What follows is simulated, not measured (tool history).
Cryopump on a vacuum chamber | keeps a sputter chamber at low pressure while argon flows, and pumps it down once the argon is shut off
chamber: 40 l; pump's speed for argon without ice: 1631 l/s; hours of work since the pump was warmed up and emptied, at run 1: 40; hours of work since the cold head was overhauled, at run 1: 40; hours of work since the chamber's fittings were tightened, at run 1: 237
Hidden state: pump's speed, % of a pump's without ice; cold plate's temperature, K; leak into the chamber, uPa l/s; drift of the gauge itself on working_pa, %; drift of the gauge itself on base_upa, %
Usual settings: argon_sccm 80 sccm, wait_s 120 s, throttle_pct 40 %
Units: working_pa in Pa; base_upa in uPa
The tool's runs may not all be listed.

run   hour  argon_sccm  wait_s  throttle_pct  hours of work since the pump was warmed up and emptied  hours of work since the cold head was overhauled  hours of work since the chamber's fittings were tightened  working_pa  base_upa
  1    0.0          80     120            40                                                      40                                                40                                                        237      0.2087      1.23
  2    7.3          80     120            40                                                      44                                                44                                                        241      0.2090      1.25
  3   15.6          80     120            40                                                      49                                                49                                                        246      0.2085      1.28
  4   27.8          80      26            40                                                      56                                                56                                                        253      0.2078      3.61
  5   41.9          80      26            40                                                      64                                                64                                                        261      0.2098      3.68
  6   56.6          80      26            40                                                      72                                                72                                                        269      0.2099      3.50
  7   68.2          80      26            40                                                      79                                                79                                                        276      0.2113      3.64
  8   79.0          80      26            40                                                      85                                                85                                                        282      0.2097      3.70
  9   87.4          80      26            40                                                      90                                                90                                                        287      0.2099      3.65
 10   94.7          80      26            40                                                      94                                                94                                                        291      0.2095      3.72
 11  102.2          80      26            40                                                      98                                                98                                                        295      0.2083      3.59
 12  111.2          80     206            40                                                     103                                               103                                                        301      0.2112      1.12
 13  122.8          91     120            40                                                     110                                               110                                                        307      0.2407      1.35
 14  129.8          80     120            40                                                     114                                               114                                                        311      0.2083      1.35
 15  138.2          80     120            40                                                     119                                               119                                                        316      0.2108      1.37
 16  147.1          80     120            40                                                     124                                               124                                                        321      0.2117      1.34
 17  156.0          80     186            40                                                     129                                               129                                                        326      0.2110      1.22
 18  170.6          69     186            29                                                     137                                               137                                                        334      0.2483      1.21
 19  178.5          69     186            29                                                     142                                               142                                                        339      0.2507      1.16
 20  189.6          42      67            58                                                     148                                               148                                                        345      0.0768      1.87
 21  199.4          42      37            39                                                     153                                               153                                                        351      0.1143      2.91
 22  206.1          48      37            37                                                     157                                               157                                                        355      0.1371      2.79
 23  217.4          63     120            44                                                     164                                               164                                                        361      0.1511      1.49
 24  226.2          63     120            44                                                     169                                               169                                                        366      0.1528      1.45
 25  237.4         141     205            50                                                     175                                               175                                                        373      0.3012      1.22
 26  253.3         141     205            50                                                     184                                               184                                                        382      0.3008      1.23
 27  263.8         141     205            50                                                     190                                               190                                                        388      0.3033      1.23
 28  270.7         141     205            50                                                     194                                               194                                                        392      0.3011      1.27
 29  284.3          37      78            26                                                     202                                               202                                                        399      0.1500      1.87
 30  298.2          71      78            54                                                     210                                               210                                                        407      0.1415      1.89
 31  312.8         129      78            18                                                     218                                               218                                                        416      0.7517      1.91
 32  324.7         129      78            18                                                     225                                               225                                                        422      0.7526      1.89
 33  337.4         101     120            19                                                     232                                               232                                                        430      0.5555      1.56
 34  352.5          87     254            19                                                     241                                               241                                                        438      0.4820      1.22

Forecast each of these 3 alternatives for the next run:
  A  360.1          80     117            40                                                     245                                               245                                                        443           ?         ?
  B  360.1          40     180            19                                                     245                                               245                                                        443           ?         ?
  C  360.1          87     216            19                                                     245                                               245                                                        443           ?         ?

run  working_pa  base_upa
  A      0.2148      1.58
  B      0.2208      1.44
  C      0.4826      1.35
Without the tool's hidden state the same runs would have given:
run  working_pa  base_upa
  A      0.2082      0.81
  B      0.2175      0.64
  C      0.4754      0.55
